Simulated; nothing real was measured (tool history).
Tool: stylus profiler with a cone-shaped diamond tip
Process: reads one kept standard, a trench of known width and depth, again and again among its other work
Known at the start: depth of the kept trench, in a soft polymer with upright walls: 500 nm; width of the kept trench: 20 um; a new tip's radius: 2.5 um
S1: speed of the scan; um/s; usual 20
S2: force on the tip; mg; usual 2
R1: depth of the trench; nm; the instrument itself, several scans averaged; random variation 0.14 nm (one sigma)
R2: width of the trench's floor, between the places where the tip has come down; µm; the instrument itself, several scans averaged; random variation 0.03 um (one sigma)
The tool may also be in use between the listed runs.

| run | hour | S1 | S2 | R1 | R2 |
|---|---|---|---|---|---|
| 1 | 0 | 20 | 2 | 507.4 | 16.65 |
| 2 | 20.1 | 20 | 2 | 507.47 | 16.68 |
| 3 | 30.5 | 20 | 1.48 | 506.22 | 16.71 |
| 4 | 45.3 | 20 | 2.45 | 508.36 | 16.66 |
| 5 | 69.2 | 20 | 2.45 | 508.49 | 16.67 |
| 6 | 92.6 | 20 | 2.45 | 508.35 | 16.64 |
| 7 | 104.5 | 20 | 0.82 | 504.77 | 16.57 |
| 8 | 114.8 | 20 | 0.82 | 504.67 | 16.58 |
| 9 | 131.4 | 20 | 2 | 507.44 | 16.65 |
| 10 | 143.1 | 64 | 2 | 507.65 | 16.4 |
| 11 | 160.3 | 20 | 2 | 507.59 | 16.63 |
| 12 | 173.5 | 34 | 2 | 507.46 | 16.52 |
| 13 | 183.8 | 34 | 2 | 507.65 | 16.57 |
| 14 | 204.9 | 20 | 3.71 | 511.05 | 16.65 |
| 15 | 228.7 | 20 | 3.71 | 510.96 | 16.66 |
| 16 | 240.4 | 20 | 3.71 | 510.89 | 16.61 |
| 17 | 250.8 | 18 | 0.99 | 505.17 | 16.55 |
|  | 253 | height scale calibrated on a step standard |
| 18 | 270.5 | 34 | 2.69 | 509.46 | 16.56 |
| 19 | 284.8 | 34 | 2.69 | 509.48 | 16.54 |
| 20 | 307.9 | 28 | 1.65 | 507.26 | 16.51 |
| 21 | 320.8 | 32 | 1.34 | 506.57 | 16.51 |
| 22 | 331.3 | 31 | 1.56 | 507.09 | 16.51 |
| 23 | 347.1 | 5 | 2 | 508.23 | 16.66 |
| 24 | 361.6 | 14 | 1.93 | 507.68 | 16.61 |
|  | 372 | height scale calibrated on a step standard, once more |
| 25 | 374.1 | 22 | 1.84 | 506.24 | 16.55 |
| 26 | 388.4 | 10 | 0.8 | 503.6 | 16.59 |
| 27 | 399 | 11 | 1.01 | 503.91 | 16.57 |
| 28 | 420.9 | 5 | 0.91 | 503.83 | 16.67 |
| 29 | 444.6 | 7 | 4.07 | 510.4 | 16.55 |

Forecast each of these 4 alternatives for the next run:
| A | 468.7 | 69 | 2.03 | ? | ? |
| B | 468.7 | 13 | 3.62 | ? | ? |
| C | 468.7 | 5 | 4.07 | ? | ? |
| D | 468.7 | 10 | 4.07 | ? | ? |

| run | R1 | R2 |
|---|---|---|
| A | 506.57 | 16.26 |
| B | 509.53 | 16.68 |
| C | 510.67 | 16.56 |
| D | 510.8 | 16.58 |
Without the tool's hidden state the same runs would have given:
| run | R1 | R2 |
|---|---|---|
| A | 506.45 | 16.62 |
| B | 509.41 | 17.04 |
| C | 510.54 | 16.92 |
| D | 510.67 | 16.94 |
